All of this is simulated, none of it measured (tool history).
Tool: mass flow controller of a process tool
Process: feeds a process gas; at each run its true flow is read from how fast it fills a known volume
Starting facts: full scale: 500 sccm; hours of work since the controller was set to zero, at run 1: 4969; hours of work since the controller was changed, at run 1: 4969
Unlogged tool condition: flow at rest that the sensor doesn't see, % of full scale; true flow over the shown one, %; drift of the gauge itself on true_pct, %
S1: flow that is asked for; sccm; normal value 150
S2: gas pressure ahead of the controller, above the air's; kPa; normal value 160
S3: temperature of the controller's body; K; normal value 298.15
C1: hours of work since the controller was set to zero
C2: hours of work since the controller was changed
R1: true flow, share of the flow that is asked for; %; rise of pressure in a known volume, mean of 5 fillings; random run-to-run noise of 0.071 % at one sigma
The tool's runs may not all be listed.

run	hour	S1	S2	S3	C1	C2	R1
1	0	150	160	298.15	4969	4969	99.66
2	155.8	150	160	298.15	5082	5082	99.57
3	392.1	150	160	298.15	5254	5254	99.7
4	644.2	150	230	298.15	5437	5437	99.76
5	879.7	150	230	298.15	5608	5608	99.74
6	1066.7	150	160	304.15	5743	5743	99.63
7	1304.9	150	160	304.15	5916	5916	99.66
8	1557.8	150	160	304.15	6100	6100	99.77
9	1777.9	150	160	304.15	6260	6260	99.79
10	1910.8	174	160	304.15	6356	6356	99.81
11	2021	150	233	308.15	6436	6436	99.55
12	2162	150	160	294.15	6538	6538	100.51
13	2322	207	200	306.15	6654	6654	99.83
14	2572.4	150	238	298.15	6836	6836	100.24
15	2825.1	150	238	298.15	7019	7019	100.22
16	2988.4	150	238	298.15	7138	7138	100.43
17	3210	362	190	298.15	7299	7299	100.74
18	3335	150	154	298.15	7389	7389	100.6

Below are 3 alternative next runs, each starting from the tool's condition after run 18. Predict each:
# hour 3503.2: controller exchanged for a calibrated one
A	3600.9	115	237	299.15	71	71	?
# hour 3503.2: controller exchanged for a calibrated one
B	3600.9	206	213	293.15	71	71	?
# hour 3503.2: controller exchanged for a calibrated one
C	3600.9	94	154	298.15	71	71	?

run	R1
A	100.37
B	100.91
C	100.47
What these runs would have given with no unlogged condition in the tool:
run	R1
A	99.36
B	99.9
C	99.46

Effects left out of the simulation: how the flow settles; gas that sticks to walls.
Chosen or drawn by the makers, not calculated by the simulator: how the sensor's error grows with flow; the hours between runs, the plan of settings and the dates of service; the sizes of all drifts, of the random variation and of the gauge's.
